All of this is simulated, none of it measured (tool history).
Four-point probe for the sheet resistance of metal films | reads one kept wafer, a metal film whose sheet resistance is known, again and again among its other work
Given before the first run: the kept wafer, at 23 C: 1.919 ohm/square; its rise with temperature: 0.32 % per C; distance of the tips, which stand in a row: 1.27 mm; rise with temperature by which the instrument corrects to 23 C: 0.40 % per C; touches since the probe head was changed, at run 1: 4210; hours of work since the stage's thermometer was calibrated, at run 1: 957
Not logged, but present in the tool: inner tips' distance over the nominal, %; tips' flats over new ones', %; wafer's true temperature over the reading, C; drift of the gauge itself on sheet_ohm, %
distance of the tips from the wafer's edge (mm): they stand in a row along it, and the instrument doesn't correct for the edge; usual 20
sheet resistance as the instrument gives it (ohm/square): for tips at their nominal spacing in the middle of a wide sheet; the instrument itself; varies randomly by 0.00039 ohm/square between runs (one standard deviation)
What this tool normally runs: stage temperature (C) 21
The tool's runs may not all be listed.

run,day,stage temperature (C),distance of the tips from the wafer's edge (mm),touches since the probe head was changed,hours of work since the stage's thermometer was calibrated,sheet resistance as the instrument gives it (ohm/square)
1,0,21,20,4210,957,1.915199
2,1.242,21,5,5194,980,1.974911
3,2.129,29,5,5896,996,1.963051
4,3.196,29,5,6741,1015,1.961858
5,4.425,33,20,7714,1037,1.895803
6,5.425,33,55,8504,1056,1.892783
7,6.221,33,55,9135,1070,1.892737
8,7.733,33,55,10332,1097,1.893112
9,8.671,21,20,11077,1114,1.913689
10,10.192,28,20,12281,1142,1.903011
11,11.288,28,20,13149,1162,1.903149
12,12.112,28,20,13802,1177,1.902772
13,13.192,28,20,14654,1196,1.902438
14,14.071,21,42,15353,1212,1.910785
15,15.329,21,42,16348,1235,1.910344
16,16.517,21,42,17288,1257,1.910629
17,17.158,21,42,17798,1268,1.909611
# day 17.842: stage's thermometer calibrated
18,18.629,21,50,18946,14,1.908947
19,19.275,33,4,19455,26,1.986872
# day 20.079: stage's thermometer calibrated, once more
20,20.217,18,6,20185,2,1.961736
21,21.029,29,7,20827,17,1.931864
22,22.188,26,52,21745,38,1.90336
23,22.917,18,55,22324,51,1.91626
24,23.567,26,36,22839,63,1.904127
25,24.325,27,4,23437,77,1.99857
26,25.488,34,4,24359,98,1.988261
27,26.142,27,4,24878,110,1.998306
28,27.312,28,13,25804,131,1.908958
29,28.096,30,43,26424,145,1.89779
30,29.425,30,48,27478,170,1.896538
31,30.475,30,48,28307,189,1.897322
32,31.771,27,33,29333,212,1.901553
33,32.521,19,27,29929,226,1.915272
34,33.138,19,27,30416,237,1.914728

Below are 4 alternative next runs, each starting from the tool's condition after run 34. Predict each:
A,34.579,27,27,31559,263,?
B,34.579,31,44,31559,263,?
C,34.579,28,7,31559,263,?
D,34.579,23,27,31559,263,?

run,sheet resistance as the instrument gives it (ohm/square)
A,1.902812
B,1.894348
C,1.93169
D,1.908902
Take away the tool's hidden state, keep each run's random variation, and the runs would have read:
run,sheet resistance as the instrument gives it (ohm/square)
A,1.915398
B,1.906869
C,1.944449
D,1.921538
